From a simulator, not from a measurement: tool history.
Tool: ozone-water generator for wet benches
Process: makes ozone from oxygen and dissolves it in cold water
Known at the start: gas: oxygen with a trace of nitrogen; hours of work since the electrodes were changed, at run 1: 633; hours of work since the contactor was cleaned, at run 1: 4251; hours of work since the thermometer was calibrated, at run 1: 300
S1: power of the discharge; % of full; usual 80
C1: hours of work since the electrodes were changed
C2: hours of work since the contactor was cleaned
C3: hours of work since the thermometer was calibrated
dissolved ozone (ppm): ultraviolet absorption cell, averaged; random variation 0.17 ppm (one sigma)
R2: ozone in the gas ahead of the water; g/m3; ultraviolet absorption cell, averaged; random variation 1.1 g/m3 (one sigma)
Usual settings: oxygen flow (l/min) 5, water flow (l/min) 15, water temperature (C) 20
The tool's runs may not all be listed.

Run 1, hour 0: usual settings; C1 633; C2 4251; C3 300. Result: dissolved ozone (ppm) 22.5, R2 185.1 g/m3.
Run 2, hour 21.7: usual settings; C1 654; C2 4272; C3 321. Result: dissolved ozone (ppm) 22.4, R2 184.2 g/m3.
Run 3, hour 55.7: usual settings but water temperature (C) 26; C1 687; C2 4305; C3 354. Result: dissolved ozone (ppm) 19.9, R2 184.7 g/m3.
Run 4, hour 79.5: usual settings; C1 711; C2 4328; C3 377. Result: dissolved ozone (ppm) 22.1, R2 184.1 g/m3.
Run 5, hour 105.6: usual settings but oxygen flow (l/min) 5.1; C1 736; C2 4353; C3 403. Result: dissolved ozone (ppm) 22.5, R2 183.7 g/m3.
Run 6, hour 142.6: usual settings but oxygen flow (l/min) 5.1; C1 772; C2 4389; C3 439. Result: dissolved ozone (ppm) 22.1, R2 183.4 g/m3.
Run 7, hour 185.3: usual settings but oxygen flow (l/min) 5.1; C1 813; C2 4431; C3 480. Result: dissolved ozone (ppm) 22.6, R2 184.2 g/m3.
Run 8, hour 227: usual settings but oxygen flow (l/min) 5.1; C1 854; C2 4471; C3 521. Result: dissolved ozone (ppm) 22.6, R2 182.2 g/m3.
Run 9, hour 255.1: usual settings but oxygen flow (l/min) 5.1; C1 881; C2 4499; C3 548. Result: dissolved ozone (ppm) 22.4, R2 182.5 g/m3.

Run 10 comes next. What will it give?
Run 10, hour 294.8: usual settings but S1 65 % of full, oxygen flow (l/min) 4.68, water flow (l/min) 14, water temperature (C) 19; C1 920; C2 4537; C3 587. Result: dissolved ozone (ppm) ?, R2 ?.

{"run 10": {"dissolved ozone (ppm)": 19.5, "R2": 156.5}}
Without the tool's hidden state the same run would have given dissolved ozone (ppm) 20.8, R2 158.1 g/m3.
